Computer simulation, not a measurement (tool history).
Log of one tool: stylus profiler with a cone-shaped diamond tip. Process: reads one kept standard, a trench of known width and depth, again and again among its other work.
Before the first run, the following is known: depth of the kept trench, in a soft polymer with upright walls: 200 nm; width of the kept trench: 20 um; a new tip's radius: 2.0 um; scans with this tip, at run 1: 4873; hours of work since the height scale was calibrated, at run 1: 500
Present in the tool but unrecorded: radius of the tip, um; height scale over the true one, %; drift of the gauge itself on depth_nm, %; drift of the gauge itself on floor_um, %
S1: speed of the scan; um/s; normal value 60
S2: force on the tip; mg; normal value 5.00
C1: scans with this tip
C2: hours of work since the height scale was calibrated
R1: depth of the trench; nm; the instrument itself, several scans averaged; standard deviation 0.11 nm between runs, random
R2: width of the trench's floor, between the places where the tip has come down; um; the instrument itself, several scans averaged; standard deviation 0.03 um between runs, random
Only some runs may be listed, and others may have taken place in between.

run,day,S1,S2,C1,C2,R1,R2
1,0.000,60,5.00,4873,500,204.43,17.81
2,1.254,60,5.00,5061,519,204.49,17.86
3,2.404,60,5.00,5235,537,204.46,17.88
4,3.429,60,5.00,5389,553,204.63,17.83
5,4.225,60,5.00,5509,565,204.50,17.83
# day 4.362: height scale calibrated on a step standard
6,4.775,60,5.00,5588,6,204.68,17.78
7,6.054,31,5.00,5780,26,204.48,17.86
8,6.704,31,5.00,5878,36,204.44,17.86
9,7.850,31,5.00,6051,54,204.72,17.79
10,8.850,34,2.33,6201,69,202.94,17.79
11,9.683,22,3.18,6327,82,203.54,17.83
12,10.833,143,2.82,6500,100,203.31,17.65
# day 11.400: height scale calibrated on a step standard, once more
13,11.596,129,13.93,6612,3,208.36,17.72
14,12.792,27,12.19,6791,21,207.69,17.75

Alternative continuations, all from the tool just after run 14; predict every row:
A,13.679,104,10.81,6925,35,?,?
B,13.679,23,12.19,6925,35,?,?
C,13.679,18,2.72,6925,35,?,?

run,R1,R2
A,207.33,17.78
B,207.90,17.79
C,202.97,17.77
What these runs would have given with no unlogged condition in the tool:
run,R1,R2
A,207.17,18.22
B,207.74,18.23
C,202.81,18.21

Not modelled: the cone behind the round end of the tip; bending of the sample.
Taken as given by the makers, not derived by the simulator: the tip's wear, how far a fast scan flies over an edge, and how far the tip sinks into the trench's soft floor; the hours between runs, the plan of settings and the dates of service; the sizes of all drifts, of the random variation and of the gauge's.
